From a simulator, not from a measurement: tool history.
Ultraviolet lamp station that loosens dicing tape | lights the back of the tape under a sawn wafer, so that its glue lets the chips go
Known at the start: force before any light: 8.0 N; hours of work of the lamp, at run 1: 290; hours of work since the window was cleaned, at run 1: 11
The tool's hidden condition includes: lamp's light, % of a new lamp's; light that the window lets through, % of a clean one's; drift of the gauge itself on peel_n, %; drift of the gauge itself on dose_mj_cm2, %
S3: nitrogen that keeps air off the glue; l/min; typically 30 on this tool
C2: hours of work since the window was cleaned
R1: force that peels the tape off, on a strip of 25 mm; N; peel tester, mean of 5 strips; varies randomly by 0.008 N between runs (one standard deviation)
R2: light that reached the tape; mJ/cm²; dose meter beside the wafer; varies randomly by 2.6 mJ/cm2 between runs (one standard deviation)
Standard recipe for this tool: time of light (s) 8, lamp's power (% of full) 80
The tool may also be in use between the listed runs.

{"run": 1, "day": 0.0, "time of light (s)": 8, "lamp's power (% of full)": 80, "S3": 30, "hours of work of the lamp": 290, "C2": 11, "R1": 0.332, "R2": 320}
{"run": 2, "day": 2.088, "time of light (s)": 8, "lamp's power (% of full)": 63, "S3": 30, "hours of work of the lamp": 323, "C2": 44, "R1": 0.526, "R2": 242}
{"run": 3, "day": 4.612, "time of light (s)": 8, "lamp's power (% of full)": 63, "S3": 30, "hours of work of the lamp": 363, "C2": 84, "R1": 0.596, "R2": 232}
{"run": 4, "day": 7.004, "time of light (s)": 8, "lamp's power (% of full)": 73, "S3": 30, "hours of work of the lamp": 401, "C2": 121, "R1": 0.489, "R2": 260}
{"run": 5, "day": 9.558, "time of light (s)": 8, "lamp's power (% of full)": 73, "S3": 30, "hours of work of the lamp": 442, "C2": 162, "R1": 0.509, "R2": 242}
{"run": 6, "day": 11.858, "time of light (s)": 8, "lamp's power (% of full)": 73, "S3": 16, "hours of work of the lamp": 478, "C2": 198, "R1": 0.786, "R2": 235}
{"day": 13.171, "done": "window cleaned of glue's vapour"}
{"run": 7, "day": 15.458, "time of light (s)": 8, "lamp's power (% of full)": 73, "S3": 16, "hours of work of the lamp": 535, "C2": 36, "R1": 0.64, "R2": 262}
{"run": 8, "day": 18.792, "time of light (s)": 8, "lamp's power (% of full)": 73, "S3": 16, "hours of work of the lamp": 588, "C2": 89, "R1": 0.699, "R2": 252}
{"run": 9, "day": 21.575, "time of light (s)": 6, "lamp's power (% of full)": 80, "S3": 30, "hours of work of the lamp": 632, "C2": 133, "R1": 0.783, "R2": 193}
{"run": 10, "day": 24.95, "time of light (s)": 8, "lamp's power (% of full)": 62, "S3": 30, "hours of work of the lamp": 685, "C2": 187, "R1": 0.835, "R2": 190}
{"day": 26.954, "done": "window cleaned of glue's vapour"}
{"run": 11, "day": 27.538, "time of light (s)": 8, "lamp's power (% of full)": 62, "S3": 30, "hours of work of the lamp": 726, "C2": 9, "R1": 0.614, "R2": 219}
{"run": 12, "day": 30.554, "time of light (s)": 8, "lamp's power (% of full)": 62, "S3": 30, "hours of work of the lamp": 774, "C2": 57, "R1": 0.71, "R2": 204}
{"run": 13, "day": 33.804, "time of light (s)": 8, "lamp's power (% of full)": 62, "S3": 30, "hours of work of the lamp": 825, "C2": 109, "R1": 0.817, "R2": 192}
{"run": 14, "day": 35.383, "time of light (s)": 8, "lamp's power (% of full)": 62, "S3": 30, "hours of work of the lamp": 850, "C2": 134, "R1": 0.824, "R2": 194}
{"run": 15, "day": 38.5, "time of light (s)": 8, "lamp's power (% of full)": 62, "S3": 30, "hours of work of the lamp": 900, "C2": 183, "R1": 0.924, "R2": 182}
{"run": 16, "day": 40.388, "time of light (s)": 5, "lamp's power (% of full)": 80, "S3": 30, "hours of work of the lamp": 930, "C2": 213, "R1": 1.359, "R2": 140}
{"day": 40.662, "done": "window cleaned of glue's vapour"}
{"run": 17, "day": 42.275, "time of light (s)": 5, "lamp's power (% of full)": 80, "S3": 30, "hours of work of the lamp": 959, "C2": 26, "R1": 1.08, "R2": 161}
{"run": 18, "day": 45.746, "time of light (s)": 5, "lamp's power (% of full)": 80, "S3": 30, "hours of work of the lamp": 1014, "C2": 81, "R1": 1.219, "R2": 152}
{"run": 19, "day": 48.842, "time of light (s)": 5, "lamp's power (% of full)": 80, "S3": 18, "hours of work of the lamp": 1063, "C2": 130, "R1": 1.704, "R2": 146}
{"run": 20, "day": 51.817, "time of light (s)": 5, "lamp's power (% of full)": 80, "S3": 36, "hours of work of the lamp": 1110, "C2": 177, "R1": 1.318, "R2": 134}
{"run": 21, "day": 53.492, "time of light (s)": 8, "lamp's power (% of full)": 66, "S3": 30, "hours of work of the lamp": 1137, "C2": 203, "R1": 0.957, "R2": 171}
{"day": 54.512, "done": "window cleaned of glue's vapour"}
{"run": 22, "day": 56.375, "time of light (s)": 8, "lamp's power (% of full)": 80, "S3": 30, "hours of work of the lamp": 1182, "C2": 29, "R1": 0.515, "R2": 240}
{"run": 23, "day": 58.571, "time of light (s)": 8, "lamp's power (% of full)": 80, "S3": 30, "hours of work of the lamp": 1217, "C2": 64, "R1": 0.548, "R2": 231}
{"run": 24, "day": 60.133, "time of light (s)": 6, "lamp's power (% of full)": 76, "S3": 11, "hours of work of the lamp": 1242, "C2": 89, "R1": 1.75, "R2": 165}
{"run": 25, "day": 62.838, "time of light (s)": 6, "lamp's power (% of full)": 96, "S3": 21, "hours of work of the lamp": 1285, "C2": 132, "R1": 0.979, "R2": 193}
{"run": 26, "day": 66.354, "time of light (s)": 6, "lamp's power (% of full)": 96, "S3": 21, "hours of work of the lamp": 1340, "C2": 188, "R1": 1.097, "R2": 180}

Run 27, settings as shown, results not yet in. Your forecast:
{"day": 68.229, "done": "window cleaned of glue's vapour"}
{"run": 27, "day": 68.229, "time of light (s)": 9, "lamp's power (% of full)": 93, "S3": 36, "hours of work of the lamp": 1370, "C2": 0, "R1": "?", "R2": "?"}

{"run 27": {"R1": 0.339, "R2": 312}}
The same run, on a tool lacking any hidden state, would have yielded R1 0.258 N, R2 453 mJ/cm².
